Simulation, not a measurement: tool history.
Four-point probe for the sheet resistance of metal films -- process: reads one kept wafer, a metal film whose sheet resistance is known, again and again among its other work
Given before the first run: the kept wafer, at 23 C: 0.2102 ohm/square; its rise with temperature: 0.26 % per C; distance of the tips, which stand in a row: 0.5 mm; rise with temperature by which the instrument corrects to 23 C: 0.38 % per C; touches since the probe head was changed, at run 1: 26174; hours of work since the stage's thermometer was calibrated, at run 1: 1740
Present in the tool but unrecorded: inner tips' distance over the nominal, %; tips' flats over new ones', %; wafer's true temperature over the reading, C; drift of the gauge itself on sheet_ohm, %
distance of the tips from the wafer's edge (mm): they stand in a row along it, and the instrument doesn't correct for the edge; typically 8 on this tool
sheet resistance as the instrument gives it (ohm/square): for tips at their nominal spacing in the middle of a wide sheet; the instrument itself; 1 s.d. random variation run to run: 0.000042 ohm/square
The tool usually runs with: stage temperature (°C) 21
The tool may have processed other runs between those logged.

| run | hour | stage temperature (°C) | distance of the tips from the wafer's edge (mm) | touches since the probe head was changed | hours of work since the stage's thermometer was calibrated | sheet resistance as the instrument gives it (ohm/square) |
|---|---|---|---|---|---|---|
| 1 | 0 | 21 | 8 | 26174 | 1740 | 0.211208 |
| 2 | 51.6 | 21 | 8 | 26998 | 1771 | 0.211144 |
| 3 | 111.1 | 21 | 8 | 27949 | 1806 | 0.211087 |
| 4 | 152 | 19 | 8 | 28603 | 1831 | 0.211713 |
| 5 | 186.9 | 21 | 8 | 29160 | 1852 | 0.211136 |
| 6 | 215.4 | 21 | 8 | 29615 | 1869 | 0.211206 |
| 7 | 261.9 | 21 | 70 | 30359 | 1897 | 0.210706 |
| 8 | 315.1 | 21 | 70 | 31209 | 1929 | 0.210791 |
| 9 | 340.9 | 21 | 70 | 31621 | 1944 | 0.210748 |
| 10 | 394.4 | 21 | 4 | 32476 | 1976 | 0.212509 |
| 11 | 443.7 | 21 | 4 | 33265 | 2006 | 0.212411 |
| 12 | 496.5 | 22 | 4 | 34108 | 2038 | 0.212241 |
| 13 | 527.9 | 27 | 14 | 34609 | 2057 | 0.209354 |
| 14 | 587.8 | 21 | 8 | 35567 | 2093 | 0.211208 |
| 15 | 634 | 26 | 4 | 36306 | 2120 | 0.211309 |
| 16 | 679.6 | 19 | 23 | 37034 | 2148 | 0.21131 |
| 17 | 732.1 | 19 | 23 | 37873 | 2179 | 0.211323 |

Branching from run 17: 3 alternative next runs. What would each branch give?
| A | 772 | 23 | 11 | 38510 | 2203 | ? |
| B | 772 | 20 | 5 | 38510 | 2203 | ? |
| C | 772 | 19 | 32 | 38510 | 2203 | ? |

| run | sheet resistance as the instrument gives it (ohm/square) |
|---|---|
| A | 0.210477 |
| B | 0.212077 |
| C | 0.211222 |
With no hidden state in the tool, these same runs would have given:
| run | sheet resistance as the instrument gives it (ohm/square) |
|---|---|
| A | 0.21047 |
| B | 0.21207 |
| C | 0.211215 |

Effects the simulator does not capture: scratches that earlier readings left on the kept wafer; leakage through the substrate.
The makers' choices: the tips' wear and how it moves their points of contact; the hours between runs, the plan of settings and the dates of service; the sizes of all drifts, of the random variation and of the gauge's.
